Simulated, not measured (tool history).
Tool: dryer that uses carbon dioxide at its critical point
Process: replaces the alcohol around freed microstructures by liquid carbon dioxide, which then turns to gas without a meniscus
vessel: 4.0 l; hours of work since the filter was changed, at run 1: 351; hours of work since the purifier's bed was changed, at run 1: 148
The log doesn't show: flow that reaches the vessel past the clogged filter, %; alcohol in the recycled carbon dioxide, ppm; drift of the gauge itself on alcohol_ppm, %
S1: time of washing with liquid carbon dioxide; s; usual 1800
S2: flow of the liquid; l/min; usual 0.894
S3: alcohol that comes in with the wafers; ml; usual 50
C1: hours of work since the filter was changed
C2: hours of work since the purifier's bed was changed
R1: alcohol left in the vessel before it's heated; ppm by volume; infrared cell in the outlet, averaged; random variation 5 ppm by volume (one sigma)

run	hour	S1	S2	S3	C1	C2	R1
1	0.0	1800	0.894	50	351	148	67
2	20.0	1800	0.894	50	365	161	76
3	43.4	1800	1.460	50	380	177	51
4	54.9	1800	1.390	50	388	185	54
5	68.0	1800	1.390	50	397	194	56
6	91.9	1800	0.894	50	413	210	90
7	116.6	1800	0.894	50	430	227	107
8	133.5	2640	0.894	50	441	238	68
9	150.6	1800	0.894	50	453	250	102
10	167.7	1800	0.894	50	464	261	105
11	183.8	1920	0.894	50	475	272	101
12	203.1	1920	0.894	50	488	285	105
13	227.0	1920	0.894	50	504	301	104
14	238.0	1260	0.897	66	512	309	356
15	254.0	1500	1.010	50	522	319	143
16	276.0	1500	0.837	50	537	334	219
17	292.9	1500	0.837	50	549	346	241
18	309.6	1500	0.837	50	560	357	229
19	330.3	2520	0.837	23	574	371	104
# hour 347.8: inlet filter changed
20	350.9	2520	1.002	23	2	384	107
21	370.3	2520	1.002	23	15	397	113
22	394.6	1200	0.537	49	32	414	1061
23	409.0	1200	0.537	49	41	423	1100

Hidden state at the last listed run before each entry between runs and at the first one after, where it differs:
Between runs 19 and 20: inlet filter changed (hour 347.8)
  flow that reaches the vessel past the clogged filter, %: 90.1 -> 99.7; alcohol in the recycled carbon dioxide, ppm: 101.8 -> 105.1
  measured less the result without the state, R1: +100 -> +100 ppm by volume
